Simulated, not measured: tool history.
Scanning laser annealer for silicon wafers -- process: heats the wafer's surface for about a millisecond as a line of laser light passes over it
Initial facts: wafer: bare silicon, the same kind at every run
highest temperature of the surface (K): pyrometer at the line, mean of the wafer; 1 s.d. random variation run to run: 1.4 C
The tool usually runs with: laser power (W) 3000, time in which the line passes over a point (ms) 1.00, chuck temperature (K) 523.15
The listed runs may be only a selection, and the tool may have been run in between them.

| run | hour | laser power (W) | time in which the line passes over a point (ms) | chuck temperature (K) | highest temperature of the surface (K) |
|---|---|---|---|---|---|
| 1 | 0.0 | 3000 | 1.00 | 523.15 | 1310.15 |
| 2 | 35.6 | 3000 | 1.00 | 523.15 | 1312.15 |
| 3 | 67.1 | 3000 | 1.00 | 523.15 | 1314.15 |
| 4 | 123.8 | 3000 | 1.00 | 551.15 | 1339.15 |
| 5 | 168.6 | 3000 | 1.00 | 551.15 | 1340.15 |
|  | 174.1 | window over the wafer cleaned |
| 6 | 218.6 | 3000 | 1.00 | 551.15 | 1342.15 |
| 7 | 269.8 | 3000 | 1.00 | 551.15 | 1338.15 |
| 8 | 297.3 | 3081 | 1.00 | 551.15 | 1362.15 |
| 9 | 339.0 | 3081 | 1.00 | 551.15 | 1362.15 |
| 10 | 370.4 | 2769 | 1.00 | 551.15 | 1277.15 |
| 11 | 407.0 | 2769 | 1.00 | 551.15 | 1279.15 |
| 12 | 444.3 | 2713 | 1.00 | 523.15 | 1234.15 |
| 13 | 483.2 | 2713 | 1.00 | 523.15 | 1236.15 |
| 14 | 537.5 | 3000 | 1.00 | 523.15 | 1313.15 |
| 15 | 595.2 | 3000 | 1.00 | 523.15 | 1312.15 |
| 16 | 654.0 | 3000 | 1.00 | 523.15 | 1312.15 |
|  | 687.1 | window over the wafer cleaned |
| 17 | 690.1 | 3000 | 1.00 | 523.15 | 1315.15 |
| 18 | 714.7 | 3000 | 1.00 | 523.15 | 1314.15 |
| 19 | 767.7 | 3000 | 1.00 | 523.15 | 1312.15 |
| 20 | 805.6 | 3000 | 1.00 | 523.15 | 1313.15 |
| 21 | 837.5 | 3000 | 1.00 | 523.15 | 1312.15 |
| 22 | 868.4 | 3059 | 1.04 | 529.15 | 1350.15 |
| 23 | 928.4 | 3000 | 1.21 | 523.15 | 1395.15 |
| 24 | 981.4 | 2610 | 0.79 | 546.15 | 1151.15 |
| 25 | 1015.6 | 3000 | 0.73 | 552.15 | 1218.15 |
| 26 | 1042.4 | 3000 | 0.73 | 552.15 | 1221.15 |
| 27 | 1089.6 | 2629 | 0.79 | 558.15 | 1168.15 |
| 28 | 1114.6 | 3000 | 0.99 | 548.15 | 1332.15 |
| 29 | 1145.3 | 2703 | 0.90 | 523.15 | 1193.15 |
| 30 | 1177.1 | 3295 | 0.81 | 523.15 | 1299.15 |
|  | 1199.0 | window over the wafer cleaned |
| 31 | 1229.9 | 2741 | 0.95 | 539.15 | 1241.15 |
| 32 | 1263.0 | 2741 | 0.95 | 539.15 | 1239.15 |
| 33 | 1287.7 | 3232 | 0.95 | 539.15 | 1366.15 |
| 34 | 1338.0 | 3000 | 0.87 | 523.15 | 1257.15 |
| 35 | 1395.0 | 3000 | 0.87 | 523.15 | 1254.15 |
| 36 | 1432.8 | 3000 | 0.87 | 523.15 | 1257.15 |
| 37 | 1467.9 | 3000 | 0.87 | 523.15 | 1256.15 |
| 38 | 1525.8 | 3129 | 0.73 | 489.15 | 1187.15 |
| 39 | 1574.8 | 3129 | 0.75 | 502.15 | 1209.15 |
| 40 | 1614.6 | 3000 | 0.78 | 523.15 | 1217.15 |

Alternative continuations, all from the tool just after run 40; predict every row:
| A | 1663.3 | 3000 | 1.14 | 523.15 | ? |
| B | 1663.3 | 3000 | 1.08 | 550.15 | ? |
| C | 1663.3 | 3065 | 0.78 | 523.15 | ? |
| D | 1663.3 | 3000 | 0.74 | 523.15 | ? |
| E | 1663.3 | 3150 | 1.00 | 487.15 | ? |

| run | highest temperature of the surface (K) |
|---|---|
| A | 1370.15 |
| B | 1369.15 |
| C | 1229.15 |
| D | 1197.15 |
| E | 1315.15 |
What these runs would have given with no unlogged condition in the tool:
| run | highest temperature of the surface (K) |
|---|---|
| A | 1371.15 |
| B | 1371.15 |
| C | 1230.15 |
| D | 1198.15 |
| E | 1317.15 |
